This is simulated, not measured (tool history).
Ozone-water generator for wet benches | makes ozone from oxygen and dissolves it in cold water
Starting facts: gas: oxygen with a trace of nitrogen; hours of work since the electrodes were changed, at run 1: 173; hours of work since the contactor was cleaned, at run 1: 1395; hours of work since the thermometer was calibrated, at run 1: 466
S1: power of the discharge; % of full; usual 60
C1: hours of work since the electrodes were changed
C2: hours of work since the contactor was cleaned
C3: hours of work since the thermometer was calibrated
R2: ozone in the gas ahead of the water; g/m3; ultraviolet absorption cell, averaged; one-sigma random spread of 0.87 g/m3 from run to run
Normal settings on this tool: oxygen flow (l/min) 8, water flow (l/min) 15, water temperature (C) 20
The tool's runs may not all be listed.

{"run": 1, "hour": 0.0, "S1": 60, "oxygen flow (l/min)": 8, "water flow (l/min)": 15, "water temperature (C)": 20, "C1": 173, "C2": 1395, "C3": 466, "dissolved ozone (ppm)": 20.9, "R2": 142.2}
{"run": 2, "hour": 26.5, "S1": 60, "oxygen flow (l/min)": 8, "water flow (l/min)": 15, "water temperature (C)": 20, "C1": 196, "C2": 1419, "C3": 489, "dissolved ozone (ppm)": 21.2, "R2": 142}
{"run": 3, "hour": 55.5, "S1": 60, "oxygen flow (l/min)": 12.4, "water flow (l/min)": 15, "water temperature (C)": 20, "C1": 222, "C2": 1445, "C3": 515, "dissolved ozone (ppm)": 18.7, "R2": 109.7}
{"run": 4, "hour": 82.4, "S1": 60, "oxygen flow (l/min)": 4.02, "water flow (l/min)": 15, "water temperature (C)": 20, "C1": 246, "C2": 1469, "C3": 539, "dissolved ozone (ppm)": 22.7, "R2": 208.4}
{"run": 5, "hour": 99.3, "S1": 60, "oxygen flow (l/min)": 4.02, "water flow (l/min)": 15, "water temperature (C)": 20, "C1": 261, "C2": 1484, "C3": 554, "dissolved ozone (ppm)": 23, "R2": 207.7}
{"run": 6, "hour": 120.9, "S1": 60, "oxygen flow (l/min)": 4.02, "water flow (l/min)": 15, "water temperature (C)": 20, "C1": 281, "C2": 1504, "C3": 574, "dissolved ozone (ppm)": 22.6, "R2": 206.9}
{"run": 7, "hour": 143.2, "S1": 71, "oxygen flow (l/min)": 11.87, "water flow (l/min)": 21, "water temperature (C)": 20, "C1": 301, "C2": 1524, "C3": 594, "dissolved ozone (ppm)": 18.1, "R2": 126.1}
{"run": 8, "hour": 160.0, "S1": 71, "oxygen flow (l/min)": 11.87, "water flow (l/min)": 12, "water temperature (C)": 17, "C1": 316, "C2": 1539, "C3": 609, "dissolved ozone (ppm)": 25.3, "R2": 126.6}
{"run": 9, "hour": 179.3, "S1": 63, "oxygen flow (l/min)": 7.14, "water flow (l/min)": 21, "water temperature (C)": 13, "C1": 333, "C2": 1556, "C3": 626, "dissolved ozone (ppm)": 20.3, "R2": 155.3}
{"run": 10, "hour": 194.4, "S1": 63, "oxygen flow (l/min)": 7.14, "water flow (l/min)": 21, "water temperature (C)": 13, "C1": 346, "C2": 1569, "C3": 640, "dissolved ozone (ppm)": 20.4, "R2": 155.6}
{"run": 11, "hour": 221.4, "S1": 60, "oxygen flow (l/min)": 12.58, "water flow (l/min)": 15, "water temperature (C)": 17, "C1": 370, "C2": 1593, "C3": 664, "dissolved ozone (ppm)": 20.1, "R2": 108.9}

Consider 4 possible next runs. They are alternatives, not a sequence: every one starts from the tool as it was left by run 11. What does each give?
{"run": "A", "hour": 235.8, "S1": 60, "oxygen flow (l/min)": 12.58, "water flow (l/min)": 16, "water temperature (C)": 17, "C1": 383, "C2": 1606, "C3": 677, "dissolved ozone (ppm)": "?", "R2": "?"}
{"run": "B", "hour": 235.8, "S1": 60, "oxygen flow (l/min)": 14.24, "water flow (l/min)": 15, "water temperature (C)": 12, "C1": 383, "C2": 1606, "C3": 677, "dissolved ozone (ppm)": "?", "R2": "?"}
{"run": "C", "hour": 235.8, "S1": 60, "oxygen flow (l/min)": 12.58, "water flow (l/min)": 15, "water temperature (C)": 24, "C1": 383, "C2": 1606, "C3": 677, "dissolved ozone (ppm)": "?", "R2": "?"}
{"run": "D", "hour": 235.8, "S1": 60, "oxygen flow (l/min)": 12.58, "water flow (l/min)": 20, "water temperature (C)": 17, "C1": 383, "C2": 1606, "C3": 677, "dissolved ozone (ppm)": "?", "R2": "?"}

run=A dissolved_ozone_(ppm)=19.3 R2=108.2
run=B dissolved_ozone_(ppm)=21.8 R2=103.6
run=C dissolved_ozone_(ppm)=17 R2=110.1
run=D dissolved_ozone_(ppm)=17.5 R2=110.7
What these runs would have given with no unlogged condition in the tool:
run=A dissolved_ozone_(ppm)=19.3 R2=108.2
run=B dissolved_ozone_(ppm)=21.8 R2=103.6
run=C dissolved_ozone_(ppm)=17 R2=110.1
run=D dissolved_ozone_(ppm)=17.5 R2=110.7

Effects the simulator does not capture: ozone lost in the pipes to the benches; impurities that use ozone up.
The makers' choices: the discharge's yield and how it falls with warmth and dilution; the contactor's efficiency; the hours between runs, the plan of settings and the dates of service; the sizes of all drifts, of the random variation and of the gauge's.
